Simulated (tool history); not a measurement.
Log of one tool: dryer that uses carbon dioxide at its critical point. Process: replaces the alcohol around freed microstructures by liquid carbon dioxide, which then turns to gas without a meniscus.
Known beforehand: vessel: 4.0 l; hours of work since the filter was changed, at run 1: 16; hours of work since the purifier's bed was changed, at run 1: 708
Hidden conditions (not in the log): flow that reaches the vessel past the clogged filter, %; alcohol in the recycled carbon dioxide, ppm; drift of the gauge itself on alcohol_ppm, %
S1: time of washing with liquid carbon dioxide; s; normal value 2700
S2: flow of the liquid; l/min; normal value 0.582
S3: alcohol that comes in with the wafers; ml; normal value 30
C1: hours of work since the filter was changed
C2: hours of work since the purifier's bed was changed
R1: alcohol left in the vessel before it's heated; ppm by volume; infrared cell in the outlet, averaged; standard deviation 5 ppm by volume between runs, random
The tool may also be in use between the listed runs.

{"run": 1, "day": 0.0, "S1": 2700, "S2": 0.582, "S3": 30, "C1": 16, "C2": 708, "R1": 118}
{"run": 2, "day": 2.592, "S1": 2700, "S2": 0.582, "S3": 30, "C1": 42, "C2": 734, "R1": 125}
{"run": 3, "day": 5.058, "S1": 2700, "S2": 0.582, "S3": 30, "C1": 67, "C2": 759, "R1": 140}
{"run": 4, "day": 7.888, "S1": 2700, "S2": 0.582, "S3": 30, "C1": 96, "C2": 788, "R1": 138}
{"run": 5, "day": 10.258, "S1": 2700, "S2": 0.986, "S3": 30, "C1": 120, "C2": 812, "R1": 93}
{"run": 6, "day": 12.425, "S1": 2700, "S2": 0.582, "S3": 30, "C1": 142, "C2": 834, "R1": 142}
{"run": 7, "day": 14.196, "S1": 2700, "S2": 0.582, "S3": 30, "C1": 160, "C2": 852, "R1": 145}
{"run": 8, "day": 17.075, "S1": 2700, "S2": 0.464, "S3": 101, "C1": 189, "C2": 881, "R1": 610}
{"run": 9, "day": 19.021, "S1": 2700, "S2": 0.464, "S3": 101, "C1": 209, "C2": 901, "R1": 647}
{"run": 10, "day": 21.917, "S1": 1740, "S2": 0.731, "S3": 30, "C1": 238, "C2": 930, "R1": 263}
{"run": 11, "day": 23.708, "S1": 3720, "S2": 0.545, "S3": 26, "C1": 256, "C2": 948, "R1": 126}
{"run": 12, "day": 26.596, "S1": 1860, "S2": 0.545, "S3": 26, "C1": 285, "C2": 978, "R1": 396}

Branching from run 12: 5 alternative next runs. What would each branch give?
{"run": "A", "day": 28.129, "S1": 2520, "S2": 0.582, "S3": 28, "C1": 301, "C2": 993, "R1": "?"}
{"run": "B", "day": 28.129, "S1": 3780, "S2": 0.946, "S3": 42, "C1": 301, "C2": 993, "R1": "?"}
{"run": "C", "day": 28.129, "S1": 1620, "S2": 0.582, "S3": 30, "C1": 301, "C2": 993, "R1": "?"}
{"run": "D", "day": 28.129, "S1": 1860, "S2": 0.861, "S3": 26, "C1": 301, "C2": 993, "R1": "?"}
{"run": "E", "day": 28.129, "S1": 2460, "S2": 0.704, "S3": 88, "C1": 301, "C2": 993, "R1": "?"}

run=A R1=203
run=B R1=108
run=C R1=538
run=D R1=162
run=E R1=243
The same runs, with their run-to-run variation unchanged, on a tool lacking any hidden condition would have given:
run=A R1=57
run=B R1=0
run=C R1=305
run=D R1=32
run=E R1=73
